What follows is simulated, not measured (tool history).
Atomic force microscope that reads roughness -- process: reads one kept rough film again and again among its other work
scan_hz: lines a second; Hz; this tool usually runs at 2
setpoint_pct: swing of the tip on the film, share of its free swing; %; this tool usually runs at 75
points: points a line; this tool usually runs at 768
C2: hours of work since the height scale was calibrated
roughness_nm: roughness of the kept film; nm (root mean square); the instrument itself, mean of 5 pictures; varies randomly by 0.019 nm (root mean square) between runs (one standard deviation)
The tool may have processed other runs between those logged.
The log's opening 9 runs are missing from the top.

run 10 day=18.367 | scan_hz=2 setpoint_pct=75 points=768 | pictures_with_this_tip=259 C2=905 | roughness_nm=3.869
run 11 day=19.846 | scan_hz=2 setpoint_pct=75 points=768 | pictures_with_this_tip=302 C2=920 | roughness_nm=3.772
-- day=21.317 new tip fitted
run 12 day=21.317 | scan_hz=2 setpoint_pct=75 points=768 | pictures_with_this_tip=0 C2=934 | roughness_nm=4.485
run 13 day=23.079 | scan_hz=2 setpoint_pct=75 points=768 | pictures_with_this_tip=51 C2=952 | roughness_nm=4.375
run 14 day=24.717 | scan_hz=2 setpoint_pct=75 points=768 | pictures_with_this_tip=99 C2=969 | roughness_nm=4.237
run 15 day=26.354 | scan_hz=2 setpoint_pct=75 points=768 | pictures_with_this_tip=147 C2=985 | roughness_nm=4.103
-- day=26.575 height scale calibrated on a step standard
run 16 day=28.329 | scan_hz=2 setpoint_pct=75 points=768 | pictures_with_this_tip=204 C2=18 | roughness_nm=3.981
run 17 day=29.488 | scan_hz=0.62 setpoint_pct=83 points=321 | pictures_with_this_tip=238 C2=29 | roughness_nm=4.211
run 18 day=31.067 | scan_hz=2.67 setpoint_pct=56 points=768 | pictures_with_this_tip=284 C2=45 | roughness_nm=4.173
run 19 day=32.233 | scan_hz=1.72 setpoint_pct=75 points=768 | pictures_with_this_tip=318 C2=57 | roughness_nm=3.803
-- day=32.467 height scale calibrated on a step standard, once more
-- day=33.283 new tip fitted
run 20 day=34.175 | scan_hz=1.72 setpoint_pct=75 points=768 | pictures_with_this_tip=26 C2=17 | roughness_nm=4.532
run 21 day=36.708 | scan_hz=1.02 setpoint_pct=61 points=373 | pictures_with_this_tip=101 C2=43 | roughness_nm=4.773
run 22 day=38.054 | scan_hz=0.7 setpoint_pct=61 points=276 | pictures_with_this_tip=140 C2=56 | roughness_nm=4.721
run 23 day=39.821 | scan_hz=0.7 setpoint_pct=64 points=757 | pictures_with_this_tip=192 C2=74 | roughness_nm=4.6
run 24 day=41.667 | scan_hz=0.7 setpoint_pct=84 points=769 | pictures_with_this_tip=246 C2=93 | roughness_nm=4.24
run 25 day=43.138 | scan_hz=1 setpoint_pct=83 points=984 | pictures_with_this_tip=289 C2=108 | roughness_nm=4.005
-- day=44.992 new tip fitted
run 26 day=44.992 | scan_hz=1 setpoint_pct=58 points=257 | pictures_with_this_tip=0 C2=126 | roughness_nm=5.123
run 27 day=47.129 | scan_hz=2.84 setpoint_pct=62 points=306 | pictures_with_this_tip=62 C2=148 | roughness_nm=4.55
run 28 day=49.092 | scan_hz=2.84 setpoint_pct=62 points=306 | pictures_with_this_tip=120 C2=167 | roughness_nm=4.434
run 29 day=50.875 | scan_hz=2.84 setpoint_pct=62 points=306 | pictures_with_this_tip=172 C2=185 | roughness_nm=4.308
run 30 day=51.992 | scan_hz=2.84 setpoint_pct=62 points=306 | pictures_with_this_tip=205 C2=197 | roughness_nm=4.245
run 31 day=53.667 | scan_hz=2.84 setpoint_pct=62 points=306 | pictures_with_this_tip=254 C2=214 | roughness_nm=4.129

Branching from run 31: 4 alternative next runs. What would each branch give?
run A day=55.412 | scan_hz=0.5 setpoint_pct=62 points=516 | pictures_with_this_tip=305 C2=231 | roughness_nm=?
run B day=55.412 | scan_hz=2 setpoint_pct=63 points=768 | pictures_with_this_tip=305 C2=231 | roughness_nm=?
run C day=55.412 | scan_hz=3.61 setpoint_pct=71 points=306 | pictures_with_this_tip=305 C2=231 | roughness_nm=?
run D day=55.412 | scan_hz=2 setpoint_pct=56 points=283 | pictures_with_this_tip=305 C2=231 | roughness_nm=?

run=A roughness_nm=4.407
run=B roughness_nm=4.132
run=C roughness_nm=3.549
run=D roughness_nm=4.254
With the hidden condition removed and each run's random variation left untouched, the same runs would have given:
run=A roughness_nm=5.241
run=B roughness_nm=4.914
run=C roughness_nm=4.22
run=D roughness_nm=5.057

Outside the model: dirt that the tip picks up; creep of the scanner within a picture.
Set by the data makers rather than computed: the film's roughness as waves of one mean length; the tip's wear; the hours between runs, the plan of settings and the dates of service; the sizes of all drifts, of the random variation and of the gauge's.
